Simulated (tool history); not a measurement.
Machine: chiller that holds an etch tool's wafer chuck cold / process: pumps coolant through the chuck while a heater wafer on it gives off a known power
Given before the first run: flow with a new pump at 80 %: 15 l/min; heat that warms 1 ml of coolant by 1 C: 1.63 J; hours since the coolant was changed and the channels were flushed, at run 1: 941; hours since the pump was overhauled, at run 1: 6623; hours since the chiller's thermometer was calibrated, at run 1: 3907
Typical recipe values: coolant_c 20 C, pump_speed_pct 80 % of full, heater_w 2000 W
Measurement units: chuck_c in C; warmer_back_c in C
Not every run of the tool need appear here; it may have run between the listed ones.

run,hour,coolant_c,pump_speed_pct,heater_w,hours since the coolant was changed and the channels were flushed,hours since the pump was overhauled,hours since the chiller's thermometer was calibrated,chuck_c,warmer_back_c
1,0.0,20,80,2000,941,6623,3907,48.5,5.65
2,150.7,20,80,2000,1091,6773,4057,48.9,5.69
3,299.8,20,80,2000,1241,6922,4206,48.9,5.68
4,381.0,20,72,2000,1322,7004,4288,51.3,6.41
5,545.7,20,72,2000,1486,7168,4452,51.5,6.36
6,655.6,20,72,2000,1596,7278,4562,51.5,6.37
7,738.7,11,80,2000,1679,7361,4645,40.6,5.75
8,870.6,11,80,2000,1811,7493,4777,40.6,5.75
9,1019.4,11,80,2000,1960,7642,4926,40.9,5.79
10,1104.9,20,79,2000,2046,7728,5012,50.3,5.86
11,1186.4,27,80,2000,2127,7809,5093,57.2,5.84
12,1255.8,20,80,1208,2197,7878,5162,38.5,3.56
13,1420.6,20,80,1208,2361,8043,5327,38.6,3.52
# hour 1573.6: chiller's thermometer calibrated
14,1586.2,20,80,2000,2526,8208,13,50.0,5.85
# hour 1653.3: coolant pump overhauled
15,1690.9,20,80,2000,2626,38,112,46.7,4.96
16,1766.8,20,80,2000,2702,114,188,46.7,4.88
17,1856.7,20,61,2000,2792,203,278,52.3,6.36
18,1985.4,20,61,2000,2920,332,407,52.6,6.41

Run 19, settings as shown, results not yet in. Your forecast:
19,2123.8,20,80,2880,3059,471,545,?,?

{"run 19": {"chuck_c": 59.0, "warmer_back_c": 7.13}}
On a tool with no hidden condition, and with the same random variation, this run would have come out at chuck_c 55.2 C, warmer_back_c 7.09 C.

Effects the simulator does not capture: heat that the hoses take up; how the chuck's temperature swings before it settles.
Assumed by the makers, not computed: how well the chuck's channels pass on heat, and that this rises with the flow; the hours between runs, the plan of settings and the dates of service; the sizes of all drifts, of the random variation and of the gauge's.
